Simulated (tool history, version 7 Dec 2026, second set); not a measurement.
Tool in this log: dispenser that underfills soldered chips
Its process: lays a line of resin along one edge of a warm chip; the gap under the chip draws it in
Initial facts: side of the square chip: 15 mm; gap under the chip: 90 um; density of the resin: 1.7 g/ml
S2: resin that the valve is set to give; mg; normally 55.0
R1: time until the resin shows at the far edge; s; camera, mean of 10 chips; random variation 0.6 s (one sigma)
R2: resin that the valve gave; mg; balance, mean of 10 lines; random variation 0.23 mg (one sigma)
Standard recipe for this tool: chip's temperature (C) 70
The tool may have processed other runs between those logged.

run 1 hour=0.0 | chip's_temperature_(C)=70 S2=55.0 | R1=81.5 R2=53.26
-- hour=1.1 new syringe of resin
run 2 hour=5.8 | chip's_temperature_(C)=70 S2=55.0 | R1=61.0 R2=53.11
run 3 hour=11.7 | chip's_temperature_(C)=58 S2=55.0 | R1=116.9 R2=53.29
-- hour=14.0 new syringe of resin
run 4 hour=15.6 | chip's_temperature_(C)=58 S2=55.0 | R1=82.7 R2=53.58
run 5 hour=20.3 | chip's_temperature_(C)=70 S2=55.0 | R1=64.6 R2=53.29
-- hour=26.5 new syringe of resin
run 6 hour=26.5 | chip's_temperature_(C)=70 S2=55.0 | R1=51.6 R2=53.04
run 7 hour=32.5 | chip's_temperature_(C)=70 S2=55.0 | R1=66.4 R2=52.78
-- hour=38.8 new syringe of resin
run 8 hour=39.2 | chip's_temperature_(C)=70 S2=55.0 | R1=51.8 R2=52.86
run 9 hour=46.8 | chip's_temperature_(C)=60 S2=55.0 | R1=101.3 R2=52.44
-- hour=51.5 new syringe of resin
run 10 hour=54.7 | chip's_temperature_(C)=71 S2=55.0 | R1=56.3 R2=52.03
run 11 hour=62.0 | chip's_temperature_(C)=57 S2=55.0 | R1=126.6 R2=51.94
-- hour=63.8 new syringe of resin
run 12 hour=69.2 | chip's_temperature_(C)=70 S2=50.9 | R1=64.1 R2=47.96
run 13 hour=74.3 | chip's_temperature_(C)=70 S2=68.6 | R1=75.2 R2=64.57
-- hour=76.3 new syringe of resin
run 14 hour=81.1 | chip's_temperature_(C)=70 S2=55.0 | R1=62.9 R2=51.70
run 15 hour=87.3 | chip's_temperature_(C)=78 S2=55.0 | R1=60.6 R2=51.46
-- hour=89.0 new syringe of resin
run 16 hour=93.1 | chip's_temperature_(C)=78 S2=55.0 | R1=46.3 R2=51.66
run 17 hour=100.4 | chip's_temperature_(C)=78 S2=55.0 | R1=62.9 R2=50.97
-- hour=101.6 new syringe of resin
run 18 hour=104.7 | chip's_temperature_(C)=70 S2=54.4 | R1=59.1 R2=50.66
run 19 hour=108.3 | chip's_temperature_(C)=65 S2=55.0 | R1=79.5 R2=50.90
-- hour=113.9 new syringe of resin
run 20 hour=115.9 | chip's_temperature_(C)=79 S2=51.5 | R1=42.0 R2=47.91
run 21 hour=123.1 | chip's_temperature_(C)=79 S2=51.5 | R1=55.6 R2=47.64
-- hour=126.7 new syringe of resin
run 22 hour=128.9 | chip's_temperature_(C)=79 S2=51.5 | R1=43.0 R2=47.22
run 23 hour=132.1 | chip's_temperature_(C)=79 S2=58.7 | R1=47.0 R2=54.11
run 24 hour=136.0 | chip's_temperature_(C)=79 S2=58.7 | R1=54.8 R2=53.69
-- hour=139.2 new syringe of resin
run 25 hour=140.0 | chip's_temperature_(C)=84 S2=49.8 | R1=34.2 R2=45.82
run 26 hour=147.4 | chip's_temperature_(C)=84 S2=48.3 | R1=47.6 R2=43.98
-- hour=151.1 dispensing valve cleaned and set on the balance
-- hour=152.4 new syringe of resin
run 27 hour=153.7 | chip's_temperature_(C)=70 S2=57.9 | R1=53.7 R2=57.91
run 28 hour=158.8 | chip's_temperature_(C)=71 S2=53.6 | R1=63.3 R2=53.49
-- hour=164.8 new syringe of resin
run 29 hour=165.9 | chip's_temperature_(C)=71 S2=53.6 | R1=49.5 R2=53.16
run 30 hour=172.5 | chip's_temperature_(C)=71 S2=53.6 | R1=63.8 R2=52.90
-- hour=177.3 new syringe of resin
run 31 hour=178.2 | chip's_temperature_(C)=66 S2=55.0 | R1=61.1 R2=54.36
run 32 hour=182.3 | chip's_temperature_(C)=68 S2=63.9 | R1=66.2 R2=62.60
run 33 hour=186.6 | chip's_temperature_(C)=73 S2=59.1 | R1=66.4 R2=58.07
-- hour=190.1 new syringe of resin
run 34 hour=192.8 | chip's_temperature_(C)=70 S2=55.2 | R1=55.2 R2=53.45
run 35 hour=198.9 | chip's_temperature_(C)=76 S2=60.5 | R1=58.0 R2=59.03
-- hour=202.8 new syringe of resin
run 36 hour=205.4 | chip's_temperature_(C)=76 S2=60.5 | R1=44.4 R2=59.07
run 37 hour=210.4 | chip's_temperature_(C)=64 S2=67.6 | R1=80.7 R2=65.95

3 options for the next run, each taken on its own from the tool as it stands now. Forecast them:
run A hour=214.3 | chip's_temperature_(C)=67 S2=63.5 | R1=? R2=?
run B hour=214.3 | chip's_temperature_(C)=70 S2=61.0 | R1=? R2=?
run C hour=214.3 | chip's_temperature_(C)=70 S2=64.6 | R1=? R2=?

run=A R1=85.8 R2=61.28
run=B R1=77.4 R2=59.20
run=C R1=76.8 R2=62.67
What these runs would have given with no unlogged condition in the tool:
run=A R1=57.7 R2=63.15
run=B R1=52.0 R2=61.01
run=C R1=51.5 R2=64.59
